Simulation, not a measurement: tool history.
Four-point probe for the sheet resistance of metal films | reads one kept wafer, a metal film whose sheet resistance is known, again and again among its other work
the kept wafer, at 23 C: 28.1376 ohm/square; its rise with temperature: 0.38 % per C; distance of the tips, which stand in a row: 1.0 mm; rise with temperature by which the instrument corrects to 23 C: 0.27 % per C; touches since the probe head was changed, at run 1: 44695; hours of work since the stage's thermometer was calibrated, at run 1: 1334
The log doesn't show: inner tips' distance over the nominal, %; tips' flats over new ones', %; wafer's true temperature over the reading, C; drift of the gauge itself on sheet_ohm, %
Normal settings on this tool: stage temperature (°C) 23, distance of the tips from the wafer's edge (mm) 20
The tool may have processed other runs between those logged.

run	hour	stage temperature (°C)	distance of the tips from the wafer's edge (mm)	touches since the probe head was changed	hours of work since the stage's thermometer was calibrated	sheet resistance as the instrument gives it (ohm/square)
1	0	23	20	44695	1334	28.17341
2	75.6	23	20	47342	1366	28.177903
3	127	23	20	49140	1389	28.176354
4	218.9	23	47	52354	1428	28.14257
5	325.5	23	47	56084	1474	28.140747
6	390.8	23	47	58370	1502	28.139997
7	490.6	23	47	61861	1545	28.14502
8	550.5	23	14	63955	1571	28.221548
9	617.9	23	3	66314	1600	29.719043
10	688.1	23	64	68769	1630	28.132316
11	762	23	20	71356	1662	28.167529
12	811.8	23	7	73099	1683	28.437696
13	877.3	23	20	75390	1712	28.167564
14	954	32	20	78072	1745	28.430177
15	1005.4	23	20	79872	1767	28.162301
16	1109.5	19	20	83513	1812	28.042078
17	1201.6	19	20	86735	1851	28.04782
18	1302.9	19	20	90282	1895	28.056639
19	1385	19	56	93151	1930	28.011873
20	1444.3	23	27	95229	1956	28.150076
21	1544.7	23	20	98742	1999	28.171432
22	1635.8	23	20	101927	2038	28.164993
23	1734.7	23	48	105390	2081	28.146639
24	1799.5	23	48	107655	2109	28.139345
25	1882.6	27	8	110563	2144	28.483769
26	1948.7	27	32	112877	2173	28.262634
27	2051.1	35	21	116458	2217	28.518536
28	2142.2	35	51	119646	2256	28.488848
29	2202.7	35	51	121762	2282	28.471948
30	2273	30	13	124224	2313	28.423787
31	2336.1	30	13	126430	2340	28.420214
32	2427.1	30	13	129614	2379	28.429693
33	2538.6	32	20	133514	2427	28.431273
34	2596.8	32	20	135552	2452	28.428262
35	2665.7	35	5	137962	2482	29.073339
36	2726.6	35	34	140091	2508	28.492122
37	2780	28	58	141961	2531	28.289044
38	2890	21	8	145809	2578	28.307207
39	2951.6	22	3	147965	2605	29.681082
40	3018.2	19	31	150293	2633	28.023602
# hour 3071.8: new probe head fitted
41	3090.6	19	27	659	2664	28.034582
42	3175.3	27	14	3620	2701	28.32773
43	3233.5	27	14	5657	2726	28.320309
44	3316.5	27	14	8561	2761	28.329831

Consider 4 possible next runs. They are alternatives, not a sequence: every one starts from the tool as it was left by run 44. What does each give?
A	3380.1	23	68	10785	2789	?
B	3380.1	23	11	10785	2789	?
C	3380.1	18	20	10785	2789	?
D	3380.1	22	30	10785	2789	?

run	sheet resistance as the instrument gives it (ohm/square)
A	28.138818
B	28.266761
C	28.022474
D	28.121655
Without the tool's unlogged condition, the same runs would have read:
run	sheet resistance as the instrument gives it (ohm/square)
A	28.144337
B	28.272305
C	28.028044
D	28.127186
